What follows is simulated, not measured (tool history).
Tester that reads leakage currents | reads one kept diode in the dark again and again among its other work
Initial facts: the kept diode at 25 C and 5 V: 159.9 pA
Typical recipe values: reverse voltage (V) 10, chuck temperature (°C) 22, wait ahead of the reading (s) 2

run   hour  reverse voltage (V)  chuck temperature (°C)  wait ahead of the reading (s)  current that the tester gives (pA)
  1      0                   10                      22                              2                              156.46
  2   29.5                   10                      22                              2                              155.41
  3   52.9                   10                      22                              2                              155.46
      66.1  -- chuck's temperature calibrated
  4   92.5                   10                      22                           1.43                              149.64
  5  138.2                   10                      22                              2                              149.86
  6  171.9                   10                      22                              2                               149.6
  7  199.3                  1.7                      22                           1.05                               65.79
     204.2  -- chuck's temperature calibrated, once more
  8  224.8                  1.7                      22                           1.05                               78.83
  9  274.4                  2.8                      26                           1.63                              133.43
 10  310.2                  1.8                      53                           2.72                               678.2

Below are 4 alternative next runs, each starting from the tool's condition after run 10. Predict each:
  A  358.6                   10                      43                           8.81                                   ?
  B  358.6                 18.3                      27                           0.44                                   ?
  C  358.6                 13.6                      49                           0.55                                   ?
  D  358.6                    3                      27                           0.51                                   ?

run  current that the tester gives (pA)
  A                              785.15
  B                              342.73
  C                             1339.35
  D                              147.91
The same runs, with their run-to-run variation unchanged, on a tool lacking any hidden condition would have given:
run  current that the tester gives (pA)
  A                              783.21
  B                              339.46
  C                             1336.54
  D                              147.38

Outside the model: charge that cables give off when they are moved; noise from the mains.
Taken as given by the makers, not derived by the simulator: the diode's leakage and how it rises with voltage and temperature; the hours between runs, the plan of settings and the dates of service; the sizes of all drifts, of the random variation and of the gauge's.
